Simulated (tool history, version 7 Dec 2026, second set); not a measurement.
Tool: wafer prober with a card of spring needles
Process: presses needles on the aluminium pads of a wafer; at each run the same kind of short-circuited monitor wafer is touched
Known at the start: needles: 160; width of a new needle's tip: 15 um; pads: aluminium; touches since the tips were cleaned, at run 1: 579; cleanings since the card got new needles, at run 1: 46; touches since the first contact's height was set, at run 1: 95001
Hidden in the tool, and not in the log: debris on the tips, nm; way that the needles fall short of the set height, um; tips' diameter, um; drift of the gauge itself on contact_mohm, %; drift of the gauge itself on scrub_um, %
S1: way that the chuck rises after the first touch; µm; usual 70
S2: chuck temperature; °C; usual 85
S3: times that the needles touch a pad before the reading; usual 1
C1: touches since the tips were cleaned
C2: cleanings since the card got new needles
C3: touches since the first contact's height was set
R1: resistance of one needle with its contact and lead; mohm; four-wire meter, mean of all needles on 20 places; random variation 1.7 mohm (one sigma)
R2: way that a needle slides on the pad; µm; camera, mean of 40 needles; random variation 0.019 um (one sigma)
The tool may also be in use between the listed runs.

run   hour  S1  S2  S3    C1   C2     C3   R1     R2
  1      0  70  85   1   579   46  95001  175    9.8
       2.2  -- tips cleaned on abrasive film
       5.8  -- tips cleaned on abrasive film
       9.5  -- tips cleaned on abrasive film
      10.4  -- height of the first contact set anew
      13.3  -- tips cleaned on abrasive film
  2   13.7  70  37   1   252   50   1990  164  10.14
      16.6  -- tips cleaned on abrasive film
      20.1  -- tips cleaned on abrasive film
      23.8  -- tips cleaned on abrasive film
      26.7  -- tips cleaned on abrasive film
  3   28.2  70  37   1   933   54  10662  170  10.09
      29.7  -- tips cleaned on abrasive film
      33.2  -- tips cleaned on abrasive film
      36.1  -- tips cleaned on abrasive film
  4   38.2  70  37   1  1231   57  16559  174  10.09
      39.7  -- tips cleaned on abrasive film
      43.3  -- tips cleaned on abrasive film
  5   44.5  70  50   1   796   59  20360  173   10.1
      46.8  -- tips cleaned on abrasive film
      50.4  -- tips cleaned on abrasive film
  6   52.5  70  27   1  1302   61  25139  171  10.07
      54.1  -- tips cleaned on abrasive film
      57.7  -- tips cleaned on abrasive film
      61.3  -- tips cleaned on abrasive film
        65  -- tips cleaned on abrasive film
  7   67.4  70  27   1  1459   65  33987  175  10.07
      68.2  -- tips cleaned on abrasive film
      71.8  -- tips cleaned on abrasive film
      75.4  -- tips cleaned on abrasive film
      78.3  -- tips cleaned on abrasive film
  8     79  52  85   1   439   69  40916  182   7.42
      81.9  -- tips cleaned on abrasive film
      85.5  -- tips cleaned on abrasive film
        89  -- tips cleaned on abrasive film
      92.7  -- tips cleaned on abrasive film
  9   93.7  70  85   1   666   73  49690  178   9.99
      95.9  -- tips cleaned on abrasive film
      99.4  -- tips cleaned on abrasive film
 10  100.3  70  85   2   557   75  53609  169   9.95
     102.6  -- tips cleaned on abrasive film
     106.1  -- tips cleaned on abrasive film
     109.3  -- tips cleaned on abrasive film
 11  109.3  70  85   2     0   78  58928  170   9.96
     112.9  -- tips cleaned on abrasive film
     116.6  -- tips cleaned on abrasive film
     119.6  -- tips cleaned on abrasive film
 12  119.6  70  27   1     0   81  65100  160   9.94
     123.1  -- tips cleaned on abrasive film
     126.1  -- tips cleaned on abrasive film
       129  -- tips cleaned on abrasive film
     132.5  -- tips cleaned on abrasive film
 13  133.9  70  27   1   837   85  73605  169   9.96
       136  -- tips cleaned on abrasive film
     139.6  -- tips cleaned on abrasive film
 14  140.8  70  27   2   740   87  77715  162   9.93
       143  -- tips cleaned on abrasive film
     146.7  -- tips cleaned on abrasive film
     150.3  -- tips cleaned on abrasive film
     153.9  -- tips cleaned on abrasive film
 15  155.4  77  79   2   921   91  86443  173  10.88
       157  -- tips cleaned on abrasive film
     160.6  -- tips cleaned on abrasive film
 16  161.7  58  69   2   685   93  90177  175   8.14
     163.9  -- tips cleaned on abrasive film
     167.6  -- tips cleaned on abrasive film
     171.2  -- tips cleaned on abrasive film
     174.7  -- tips cleaned on abrasive film
 17  176.9  80  46   3  1323   97  99227  162  11.31
     177.7  -- tips cleaned on abrasive film
     180.1  -- height of the first contact set anew
     181.5  -- tips cleaned on abrasive film
     185.1  -- tips cleaned on abrasive film
       188  -- tips cleaned on abrasive film
 18  189.6  78  38   2   983  101   5671  162  11.29
       191  -- tips cleaned on abrasive film
       194  -- tips cleaned on abrasive film
     197.6  -- tips cleaned on abrasive film
     201.2  -- tips cleaned on abrasive film
 19  202.8  78  38   2   953  105  13503  165  11.26
     204.3  -- tips cleaned on abrasive film
     207.2  -- tips cleaned on abrasive film
     210.8  -- tips cleaned on abrasive film
     214.3  -- tips cleaned on abrasive film
 20    216  50  27   3  1045  109  21358  168   7.18
     217.5  -- tips cleaned on abrasive film
     221.1  -- tips cleaned on abrasive film
     224.7  -- tips cleaned on abrasive film
     227.6  -- tips cleaned on abrasive film
 21  229.3  62  94   2  1038  113  29300  179   8.89

The same runs without the tool's hidden state, with the same run-to-run variation:
run   R1     R2
  1  168  10.12
  2  159  10.15
  3  158  10.13
  4  160  10.15
  5  163  10.17
  6  156  10.15
  7  156  10.17
  8  171   7.55
  9  168  10.14
 10  164  10.12
 11  169  10.14
 12  158  10.15
 13  158   10.2
 14  156  10.18
 15  167  11.15
 16  165   8.42
 17  157  11.62
 18  156  11.31
 19  158  11.31
 20  158   7.25
 21  169   8.99

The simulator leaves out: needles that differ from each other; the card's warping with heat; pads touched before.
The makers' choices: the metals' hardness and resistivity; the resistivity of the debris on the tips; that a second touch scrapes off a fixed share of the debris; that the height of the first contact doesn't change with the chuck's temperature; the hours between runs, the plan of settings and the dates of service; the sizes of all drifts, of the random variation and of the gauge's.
